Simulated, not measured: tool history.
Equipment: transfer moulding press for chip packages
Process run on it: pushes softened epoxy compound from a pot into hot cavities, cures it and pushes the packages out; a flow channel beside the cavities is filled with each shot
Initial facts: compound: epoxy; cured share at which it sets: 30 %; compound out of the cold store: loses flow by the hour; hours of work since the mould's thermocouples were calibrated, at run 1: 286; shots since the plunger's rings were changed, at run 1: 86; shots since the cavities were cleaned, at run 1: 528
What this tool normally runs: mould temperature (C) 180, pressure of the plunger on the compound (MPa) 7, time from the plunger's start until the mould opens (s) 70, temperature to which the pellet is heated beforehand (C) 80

run	day	mould temperature (C)	pressure of the plunger on the compound (MPa)	time from the plunger's start until the mould opens (s)	temperature to which the pellet is heated beforehand (C)	hours of work since the mould's thermocouples were calibrated	shots since the plunger's rings were changed	shots since the cavities were cleaned	incoming compound's hours out of the cold store	length that the compound runs in the flow channel (mm)	greatest force on the pins that push the packages out (N)
1	0	180	7	70	80	286	86	528	35.3	512	371
2	0.233	180	7	72	80	290	189	631	8.7	606	416
3	0.533	180	7	72	80	296	320	762	37.9	495	400
4	0.746	180	7	72	80	300	413	855	38.1	494	398
# day 1.146: cavities cleaned with cleaning compound and waxed
5	1.183	180	7	72	80	307	578	16	38.2	492	240
6	1.546	180	7	72	80	313	739	177	10.9	598	311
7	1.983	180	7	70	80	321	930	368	47.2	463	338
8	2.242	180	7	70	80	326	1043	481	14	568	395
9	2.588	180	7	88	80	332	1195	633	35.6	494	293
10	3.046	180	5.79	70	80	341	1397	835	20.4	496	433
11	3.292	180	7	100	80	345	1504	942	21.5	538	289
# day 3.521: cavities cleaned with cleaning compound and waxed
12	3.733	180	7	100	80	352	1671	93	28	516	192
13	4.029	180	7	59	80	357	1800	222	22.5	534	516
14	4.446	180	7	70	88	365	1985	407	19.9	544	352
15	4.658	185	6.18	70	78	369	2077	499	12.6	526	319

Forecast run 16:
16	5.096	185	6.18	70	78	377	2270	692	18.4	?	?

{"run 16": {"length that the compound runs in the flow channel (mm)": 496, "greatest force on the pins that push the packages out (N)": 322}}
On a tool with no hidden condition, and with the same random variation, this run would have come out at length that the compound runs in the flow channel (mm) 519, greatest force on the pins that push the packages out (N) 207.
